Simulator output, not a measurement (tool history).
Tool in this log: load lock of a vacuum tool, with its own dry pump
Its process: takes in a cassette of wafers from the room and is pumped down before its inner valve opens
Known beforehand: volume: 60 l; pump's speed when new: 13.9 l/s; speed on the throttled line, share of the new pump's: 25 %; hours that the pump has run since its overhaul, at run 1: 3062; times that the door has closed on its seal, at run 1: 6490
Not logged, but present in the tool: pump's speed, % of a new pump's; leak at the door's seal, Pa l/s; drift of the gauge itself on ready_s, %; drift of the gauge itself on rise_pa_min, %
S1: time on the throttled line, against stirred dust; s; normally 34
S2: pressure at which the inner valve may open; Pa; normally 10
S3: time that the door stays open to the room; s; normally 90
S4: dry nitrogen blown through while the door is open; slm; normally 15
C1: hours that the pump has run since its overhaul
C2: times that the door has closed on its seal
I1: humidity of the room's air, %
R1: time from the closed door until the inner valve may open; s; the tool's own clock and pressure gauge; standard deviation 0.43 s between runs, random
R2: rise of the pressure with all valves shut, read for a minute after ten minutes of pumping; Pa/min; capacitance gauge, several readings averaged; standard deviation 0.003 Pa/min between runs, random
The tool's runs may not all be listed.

| run | hour | S1 | S2 | S3 | S4 | C1 | C2 | I1 | R1 | R2 |
|---|---|---|---|---|---|---|---|---|---|---|
| 1 | 0 | 34 | 10 | 90 | 15 | 3062 | 6490 | 45.4 | 67.5 | 0.086 |
| 2 | 84.3 | 34 | 10 | 90 | 15 | 3146 | 6618 | 46.8 | 67.6 | 0.091 |
| 3 | 176.6 | 34 | 10 | 90 | 15 | 3238 | 6759 | 43.9 | 68 | 0.094 |
| 4 | 233.2 | 53 | 10 | 90 | 15 | 3295 | 6845 | 41.4 | 81.2 | 0.09 |
| 5 | 330 | 53 | 10 | 90 | 15 | 3392 | 6992 | 44.1 | 82.3 | 0.104 |
| 6 | 382.3 | 43 | 10 | 90 | 15 | 3444 | 7072 | 45.4 | 75.2 | 0.1 |
| 7 | 477.5 | 43 | 10 | 90 | 15 | 3539 | 7217 | 43.8 | 74.2 | 0.094 |
| 8 | 535.7 | 44 | 10 | 90 | 8 | 3597 | 7306 | 50.4 | 75.9 | 0.124 |
| 9 | 586.6 | 44 | 10 | 90 | 8 | 3648 | 7383 | 42.8 | 75.8 | 0.114 |
| 10 | 668.2 | 44 | 10 | 63 | 4 | 3730 | 7507 | 40.9 | 75.3 | 0.123 |

Measured less the same run without the tool's hidden state. The same run-to-run variation is in both; the gauge's scatter may not be:
| run | R1 | R2 |
|---|---|---|
| 1 | +1.9 | +0.054 |
| 2 | +1.9 | +0.057 |
| 3 | +2 | +0.058 |
| 4 | +1.7 | +0.059 |
| 5 | +1.7 | +0.062 |
| 6 | +2 | +0.061 |
| 7 | +2.1 | +0.063 |
| 8 | +2.1 | +0.063 |
| 9 | +2 | +0.066 |
| 10 | +2.1 | +0.068 |
